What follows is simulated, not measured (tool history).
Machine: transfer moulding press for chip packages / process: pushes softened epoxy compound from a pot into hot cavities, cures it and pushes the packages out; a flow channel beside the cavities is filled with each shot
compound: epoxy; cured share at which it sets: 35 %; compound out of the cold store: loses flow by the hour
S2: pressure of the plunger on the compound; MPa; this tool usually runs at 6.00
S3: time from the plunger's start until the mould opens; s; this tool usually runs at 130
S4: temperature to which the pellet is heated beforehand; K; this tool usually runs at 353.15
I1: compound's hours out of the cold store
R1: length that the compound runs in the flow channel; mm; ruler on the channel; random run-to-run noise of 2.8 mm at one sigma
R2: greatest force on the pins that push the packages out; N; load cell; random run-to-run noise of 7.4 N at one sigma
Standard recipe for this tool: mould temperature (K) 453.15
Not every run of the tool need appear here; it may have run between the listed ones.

run 1 hour=0.0 | mould_temperature_(K)=453.15 S2=6.00 S3=130 S4=353.15 | I1=42.5 | R1=875 R2=419
-- hour=3.8 cavities cleaned with cleaning compound and waxed
run 2 hour=22.0 | mould_temperature_(K)=453.15 S2=6.00 S3=130 S4=360.15 | I1=33.5 | R1=898 R2=448
run 3 hour=66.2 | mould_temperature_(K)=453.15 S2=6.00 S3=130 S4=353.15 | I1=29.6 | R1=898 R2=474
-- hour=85.6 cavities cleaned with cleaning compound and waxed
run 4 hour=88.7 | mould_temperature_(K)=453.15 S2=6.00 S3=130 S4=353.15 | I1=15.0 | R1=939 R2=322
run 5 hour=125.0 | mould_temperature_(K)=453.15 S2=6.00 S3=130 S4=353.15 | I1=36.4 | R1=876 R2=407
-- hour=167.0 cavities cleaned with cleaning compound and waxed
run 6 hour=167.9 | mould_temperature_(K)=453.15 S2=6.00 S3=130 S4=353.15 | I1=24.9 | R1=900 R2=313
-- hour=210.0 plunger's sealing rings changed
run 7 hour=213.8 | mould_temperature_(K)=453.15 S2=6.00 S3=130 S4=353.15 | I1=12.0 | R1=969 R2=405
-- hour=247.1 cavities cleaned with cleaning compound and waxed, once more
run 8 hour=258.2 | mould_temperature_(K)=455.15 S2=6.00 S3=130 S4=353.15 | I1=15.2 | R1=944 R2=324
run 9 hour=291.1 | mould_temperature_(K)=455.15 S2=6.00 S3=130 S4=353.15 | I1=19.1 | R1=927 R2=380
run 10 hour=313.2 | mould_temperature_(K)=455.15 S2=6.00 S3=130 S4=353.15 | I1=35.5 | R1=887 R2=397
-- hour=328.2 cavities cleaned with cleaning compound and waxed
run 11 hour=336.1 | mould_temperature_(K)=453.15 S2=6.00 S3=130 S4=353.15 | I1=37.5 | R1=884 R2=365
run 12 hour=367.6 | mould_temperature_(K)=453.15 S2=6.00 S3=130 S4=353.15 | I1=8.8 | R1=957 R2=413
run 13 hour=388.3 | mould_temperature_(K)=453.15 S2=6.00 S3=130 S4=353.15 | I1=43.4 | R1=863 R2=431
-- hour=409.8 cavities cleaned with cleaning compound and waxed
run 14 hour=424.4 | mould_temperature_(K)=453.15 S2=6.00 S3=130 S4=353.15 | I1=17.8 | R1=926 R2=367
run 15 hour=468.1 | mould_temperature_(K)=453.15 S2=6.00 S3=130 S4=353.15 | I1=22.7 | R1=909 R2=434
-- hour=490.9 cavities cleaned with cleaning compound and waxed
run 16 hour=504.9 | mould_temperature_(K)=453.15 S2=6.00 S3=130 S4=363.15 | I1=13.6 | R1=925 R2=366
-- hour=518.7 plunger's sealing rings changed
run 17 hour=545.5 | mould_temperature_(K)=457.15 S2=6.00 S3=130 S4=353.15 | I1=33.0 | R1=888 R2=385
-- hour=577.1 cavities cleaned with cleaning compound and waxed
run 18 hour=579.5 | mould_temperature_(K)=457.15 S2=6.00 S3=130 S4=353.15 | I1=42.9 | R1=858 R2=294
-- hour=588.1 mould's thermocouples calibrated
run 19 hour=618.9 | mould_temperature_(K)=457.15 S2=6.00 S3=130 S4=353.15 | I1=15.5 | R1=925 R2=361
-- hour=660.5 cavities cleaned with cleaning compound and waxed
run 20 hour=663.9 | mould_temperature_(K)=454.15 S2=6.00 S3=128 S4=354.15 | I1=47.6 | R1=853 R2=307
run 21 hour=700.3 | mould_temperature_(K)=460.15 S2=6.70 S3=133 S4=357.15 | I1=21.0 | R1=935 R2=353
run 22 hour=723.4 | mould_temperature_(K)=454.15 S2=5.59 S3=140 S4=349.15 | I1=14.6 | R1=891 R2=394
-- hour=740.8 cavities cleaned with cleaning compound and waxed
run 23 hour=762.0 | mould_temperature_(K)=453.15 S2=6.00 S3=111 S4=353.15 | I1=16.7 | R1=921 R2=488
run 24 hour=785.6 | mould_temperature_(K)=453.15 S2=6.00 S3=111 S4=353.15 | I1=31.0 | R1=884 R2=518
run 25 hour=806.6 | mould_temperature_(K)=453.15 S2=6.00 S3=111 S4=353.15 | I1=10.9 | R1=931 R2=549
-- hour=821.2 cavities cleaned with cleaning compound and waxed
-- hour=828.6 plunger's sealing rings changed
run 26 hour=854.9 | mould_temperature_(K)=446.15 S2=6.79 S3=116 S4=347.15 | I1=13.4 | R1=1067 R2=825
run 27 hour=876.5 | mould_temperature_(K)=446.15 S2=5.10 S3=170 S4=347.15 | I1=40.6 | R1=853 R2=433

For some of the steps in R1 from one run to the next: how much would appear even if the tool had no hidden state, given the settings, what came in and random variation, and how much remains for the hidden state plus any gauge scatter that the measured result and the result without hidden state don't share?
Hidden state present: true mould temperature over the reading, C; pressure that reaches the compound, % of what is set; grip of the stained cavities, % over clean ones'; drift of the gauge itself on flow_mm, %; drift of the gauge itself on push_out_n, %.
Run 16 -> 17: mould temperature (K) 453.15 -> 457.15, S4 363.15 -> 353.15, plunger's sealing rings changed. R1 -37 mm: hidden state +34, all else -71.
Run 25 -> 26: mould temperature (K) 453.15 -> 446.15, S2 6.00 -> 6.79, S3 111 -> 116, S4 353.15 -> 347.15, cavities cleaned with cleaning compound and waxed, plunger's sealing rings changed. R1 +136 mm: hidden state +37, all else +99.
Run 26 -> 27: S2 6.79 -> 5.10, S3 116 -> 170. R1 -214 mm: hidden state -2, all else -212.

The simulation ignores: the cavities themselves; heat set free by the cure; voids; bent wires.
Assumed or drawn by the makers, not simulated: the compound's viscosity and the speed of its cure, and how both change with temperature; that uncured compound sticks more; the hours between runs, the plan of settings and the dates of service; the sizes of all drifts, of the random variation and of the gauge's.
